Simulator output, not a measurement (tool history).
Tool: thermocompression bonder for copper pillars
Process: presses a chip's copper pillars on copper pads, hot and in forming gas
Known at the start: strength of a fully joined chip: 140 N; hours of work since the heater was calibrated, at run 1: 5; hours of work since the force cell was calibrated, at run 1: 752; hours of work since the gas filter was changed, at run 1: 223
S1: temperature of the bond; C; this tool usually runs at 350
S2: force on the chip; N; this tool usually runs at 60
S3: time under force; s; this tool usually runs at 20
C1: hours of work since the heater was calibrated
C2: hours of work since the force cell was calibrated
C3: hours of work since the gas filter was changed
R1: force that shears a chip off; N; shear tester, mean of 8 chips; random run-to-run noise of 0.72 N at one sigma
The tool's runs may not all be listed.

run,hour,S1,S2,S3,C1,C2,C3,R1
1,0,350,60,20,5,752,223,46.7
2,16.4,358,60,20,16,763,234,49.6
3,25.6,358,60,20,22,770,240,49.2
4,39.8,350,60,15,32,779,250,39.9
5,53.2,350,60,20,41,788,259,45.2
6,61.4,350,60,20,47,794,265,44.7
7,78.2,350,60,20,58,806,276,45
8,89.6,350,60,20,66,813,284,44
9,102.6,350,52,20,75,822,293,37.8
10,113.6,350,52,20,82,830,300,36.7
11,124.5,350,60,20,90,837,308,43.7
12,132.8,352,75,20,95,843,313,58
13,142.1,369,75,20,102,849,320,70.4
14,151.2,373,38,28,108,856,326,39
# hour 154.3: heater calibrated with a thermocouple chip
15,162.9,365,38,28,6,862,333,35.2
16,177.2,336,70,15,16,872,343,38.1
17,187.9,344,57,59,23,879,350,57.2
18,196.2,344,57,59,29,885,356,56
19,210.6,376,36,59,39,895,365,47.7
20,219.4,366,37,29,45,901,371,33.4
# hour 231: heater calibrated with a thermocouple chip, once more
21,232.4,366,37,29,1,908,379,35.5

Each row is a separate what-if for the run after 21, all from the same tool condition, not one after another. Results?
# hour 243.9: forming gas filter changed
A,245.9,333,59,35,10,917,1,?
# hour 243.9: forming gas filter changed
B,245.9,366,56,29,10,917,1,?
# hour 243.9: forming gas filter changed
C,245.9,356,60,14,10,917,1,?

run,R1
A,48.5
B,63.9
C,46.3
With the hidden condition removed and each run's random variation left untouched, the same runs would have given:
run,R1
A,50.2
B,66
C,48

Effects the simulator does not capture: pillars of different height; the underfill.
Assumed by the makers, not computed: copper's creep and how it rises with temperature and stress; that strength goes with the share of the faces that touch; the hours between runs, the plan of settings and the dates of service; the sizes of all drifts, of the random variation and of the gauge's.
